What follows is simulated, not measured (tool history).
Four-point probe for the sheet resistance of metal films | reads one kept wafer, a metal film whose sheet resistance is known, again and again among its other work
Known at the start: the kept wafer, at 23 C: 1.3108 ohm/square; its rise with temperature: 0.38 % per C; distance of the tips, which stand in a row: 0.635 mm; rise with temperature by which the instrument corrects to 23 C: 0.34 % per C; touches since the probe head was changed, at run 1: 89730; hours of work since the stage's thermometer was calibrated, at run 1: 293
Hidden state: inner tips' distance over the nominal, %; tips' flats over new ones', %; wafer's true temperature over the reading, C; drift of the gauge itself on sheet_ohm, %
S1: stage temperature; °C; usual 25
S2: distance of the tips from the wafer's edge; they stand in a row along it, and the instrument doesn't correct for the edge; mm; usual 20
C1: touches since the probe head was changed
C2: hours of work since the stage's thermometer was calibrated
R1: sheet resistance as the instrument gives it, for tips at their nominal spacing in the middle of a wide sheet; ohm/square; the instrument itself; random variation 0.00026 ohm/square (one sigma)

run 1 day=0.000 | S1=25 S2=20 | C1=89730 C2=293 | R1=1.322869
run 2 day=4.554 | S1=25 S2=20 | C1=94964 C2=359 | R1=1.323651
run 3 day=7.638 | S1=25 S2=20 | C1=98507 C2=404 | R1=1.323507
run 4 day=11.821 | S1=25 S2=4 | C1=103315 C2=465 | R1=1.341119
run 5 day=15.725 | S1=25 S2=4 | C1=107796 C2=521 | R1=1.341755
-- day=17.733 new probe head fitted
run 6 day=19.150 | S1=25 S2=4 | C1=1631 C2=570 | R1=1.333229
run 7 day=22.258 | S1=25 S2=5 | C1=5201 C2=616 | R1=1.327176
run 8 day=26.546 | S1=22 S2=20 | C1=10128 C2=678 | R1=1.315137
run 9 day=29.712 | S1=22 S2=20 | C1=13766 C2=724 | R1=1.315746
run 10 day=33.183 | S1=18 S2=20 | C1=17752 C2=774 | R1=1.313385
run 11 day=36.354 | S1=25 S2=4 | C1=21395 C2=820 | R1=1.334462
run 12 day=39.825 | S1=21 S2=4 | C1=25383 C2=871 | R1=1.332806
run 13 day=44.217 | S1=20 S2=29 | C1=30427 C2=935 | R1=1.315609
run 14 day=48.492 | S1=31 S2=71 | C1=35340 C2=997 | R1=1.321473
run 15 day=52.450 | S1=19 S2=14 | C1=39892 C2=1054 | R1=1.317125
-- day=52.842 stage's thermometer calibrated
run 16 day=55.638 | S1=30 S2=59 | C1=43530 C2=41 | R1=1.322115
run 17 day=57.950 | S1=24 S2=31 | C1=46187 C2=74 | R1=1.319317
run 18 day=62.688 | S1=24 S2=31 | C1=51630 C2=143 | R1=1.319672
run 19 day=66.383 | S1=24 S2=31 | C1=55877 C2=197 | R1=1.319422
run 20 day=70.729 | S1=32 S2=27 | C1=60867 C2=260 | R1=1.324132
run 21 day=74.721 | S1=24 S2=5 | C1=65455 C2=318 | R1=1.331646
run 22 day=76.675 | S1=35 S2=73 | C1=67700 C2=346 | R1=1.326541

The same runs without the tool's hidden state, with the same run-to-run variation:
run=1 R1=1.312338
run=2 R1=1.312681
run=3 R1=1.312277
run=4 R1=1.329345
run=5 R1=1.329607
run=6 R1=1.329658
run=7 R1=1.323356
run=8 R1=1.310948
run=9 R1=1.311272
run=10 R1=1.308595
run=11 R1=1.329324
run=12 R1=1.327322
run=13 R1=1.309802
run=14 R1=1.315273
run=15 R1=1.310528
run=16 R1=1.314682
run=17 R1=1.311664
run=18 R1=1.311573
run=19 R1=1.310982
run=20 R1=1.315302
run=21 R1=1.322351
run=22 R1=1.317170
